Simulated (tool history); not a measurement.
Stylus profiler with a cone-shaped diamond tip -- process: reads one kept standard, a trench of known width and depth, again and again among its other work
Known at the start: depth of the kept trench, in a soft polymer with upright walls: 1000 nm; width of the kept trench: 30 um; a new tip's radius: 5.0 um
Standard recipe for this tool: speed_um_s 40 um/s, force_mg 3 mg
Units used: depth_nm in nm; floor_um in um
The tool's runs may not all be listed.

run	day	speed_um_s	force_mg	depth_nm	floor_um
1	0	40	3	1011.06	21.74
2	1.567	126	3	1010.79	21.49
3	2.533	126	3	1010.73	21.53
4	4.3	126	3	1011.08	21.38
# day 5.338: new tip fitted, height scale calibrated
5	5.462	126	3	1012.63	23.79
6	6.233	126	3	1013.63	23.71
7	7.192	126	3	1012.78	23.65
8	8.679	126	3	1013.15	23.54
9	10.017	126	3	1013.11	23.44
10	11.438	126	3	1012.98	23.43
11	12.521	40	3	1012.85	23.51
12	13.829	40	3	1013.13	23.48
13	15.275	40	3	1012.45	23.29
14	16.125	40	5.51	1019.71	23.28
15	17.567	40	5.51	1019.19	23.16
16	19.229	40	4.16	1015.71	23.08
17	20.008	40	4.16	1015.49	23.04
18	21.483	119	3	1012.36	22.79
19	22.688	40	3	1012.39	22.9
20	24.533	11	3	1012.42	22.85
21	25.629	11	3	1012.11	22.75
22	26.492	11	3	1011.86	22.81
23	27.592	40	3	1012.04	22.59
24	29.012	40	3	1012.16	22.51
25	30.308	21	3.52	1013.15	22.56
26	31.567	21	3.52	1013.23	22.53
27	32.371	17	3	1011.37	22.47
28	33.812	16	2.18	1008.8	22.41
29	34.8	16	2.18	1008.59	22.29
30	35.721	16	5.36	1017.81	22.29
31	37.05	16	5.36	1017.54	22.25
32	38.862	21	2.93	1011.22	22.15
33	39.842	27	2.31	1008.78	22.04
34	41.362	14	3.85	1013.68	21.98
35	42.842	154	1.48	1006.37	21.53
36	44.117	102	8.45	1023.8	21.77
37	45.508	12	4.39	1014.44	21.79
38	47.021	28	4.48	1014.81	21.75
39	48	49	2.49	1008.82	21.59
40	49.783	34	2.53	1008.82	21.54
41	50.629	17	2.2	1008.07	21.55
# day 51.125: new tip fitted, height scale calibrated
42	52.233	17	2.2	1010.18	23.85
43	54.042	10	2.83	1012.61	23.73
44	55.417	147	1.31	1006.72	23.2
45	56.667	147	1.31	1006.57	23.12

Consider 4 possible next runs. They are alternatives, not a sequence: every one starts from the tool as it was left by run 45. What does each give?
A	57.642	147	7.77	?	?
B	57.642	20	3.68	?	?
C	57.642	52	1.76	?	?
D	57.642	127	8.32	?	?

run	depth_nm	floor_um
A	1024.71	23.33
B	1014.23	23.54
C	1008.44	23.39
D	1025.48	23.49
The same runs, with their run-to-run variation unchanged, on a tool lacking any hidden condition would have given:
run	depth_nm	floor_um
A	1025.54	23.78
B	1015.05	23.99
C	1009.26	23.85
D	1026.31	23.95
